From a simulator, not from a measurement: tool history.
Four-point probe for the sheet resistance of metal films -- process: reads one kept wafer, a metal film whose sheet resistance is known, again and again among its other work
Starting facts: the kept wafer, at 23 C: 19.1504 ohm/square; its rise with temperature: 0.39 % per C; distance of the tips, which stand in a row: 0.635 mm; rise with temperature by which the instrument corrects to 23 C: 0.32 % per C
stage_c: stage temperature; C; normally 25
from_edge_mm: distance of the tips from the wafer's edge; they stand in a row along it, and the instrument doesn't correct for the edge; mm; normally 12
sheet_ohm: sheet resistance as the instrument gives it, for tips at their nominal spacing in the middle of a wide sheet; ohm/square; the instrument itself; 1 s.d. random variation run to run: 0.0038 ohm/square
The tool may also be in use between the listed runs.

run     day  stage_c  from_edge_mm  sheet_ohm
  1   0.000       25            12  19.275779
  2   1.254       25            12  19.269579
  3   3.979       25            12  19.272274
  4   6.188       25            12  19.270449
  5   9.075       25            52  19.239806
  6  10.325       32            52  19.314654
  7  12.608       32            52  19.315644
  8  14.179       32            52  19.308352
  9  16.300       32            12  19.343547
 10  17.529       25            42  19.228613
 11  19.262       19            12  19.185859
 12  21.212       19            12  19.180445
 13  22.517       19            12  19.179768
     23.067  -- stage's thermometer calibrated
 14  24.650       19            12  19.179495
 15  27.104       25            12  19.254426
 16  29.200       25            12  19.251409
 17  31.383       25            12  19.245493
     32.279  -- stage's thermometer calibrated, once more
 18  34.121       25            12  19.252501
 19  36.642       25             4  19.480160
 20  38.333       25            12  19.257937
 21  40.138       25            12  19.247092
 22  42.879       25            12  19.240465
 23  44.954       20            23  19.161187
 24  46.458       22             7  19.268064
 25  48.829       30            71  19.269741
 26  51.625       30            71  19.278055
 27  53.471       32            12  19.318190
 28  54.912       20             5  19.313367
 29  56.862       20             5  19.308049
 30  58.721       20             5  19.310347
 31  61.554       20            26  19.152866
 32  63.733       20            26  19.144737
 33  64.979       32            12  19.316165
 34  66.371       30             6  19.370185
 35  68.696       22            71  19.160191
 36  71.075       21            18  19.164416
 37  73.346       23             9  19.218870
 38  75.192       23             9  19.223399
 39  76.575       19             5  19.280255
 40  78.150       19             5  19.290216
 41  80.475       19             5  19.284620
 42  82.829       21             4  19.399774
 43  85.204       21             4  19.391573
 44  86.962       19             4  19.366881

For some of the steps in sheet_ohm from one run to the next: how much would appear even if the tool had no hidden state, given the settings, what came in and random variation, and how much remains for the hidden state plus any gauge scatter that the measured result and the result without hidden state don't share?
The hidden state here: inner tips' distance over the nominal, %; tips' flats over new ones', %; wafer's true temperature over the reading, C; drift of the gauge itself on sheet_ohm, %.
Run 13 -> 14: stage's thermometer calibrated. sheet_ohm -0.000273 ohm/square: hidden state -0.003265, all else +0.002992.
Run 17 -> 18: stage's thermometer calibrated, once more. sheet_ohm +0.007008 ohm/square: hidden state +0.006395, all else +0.000613.
Run 18 -> 19: from_edge_mm 12 -> 4. sheet_ohm +0.227659 ohm/square: hidden state -0.001433, all else +0.229092.
Run 19 -> 20: from_edge_mm 4 -> 12. sheet_ohm -0.222223 ohm/square: hidden state -0.001798, all else -0.220425.
Run 30 -> 31: from_edge_mm 5 -> 26. sheet_ohm -0.157481 ohm/square: hidden state -0.002302, all else -0.155179.
Run 34 -> 35: stage_c 30 -> 22, from_edge_mm 6 -> 71. sheet_ohm -0.209994 ohm/square: hidden state -0.002139, all else -0.207855.
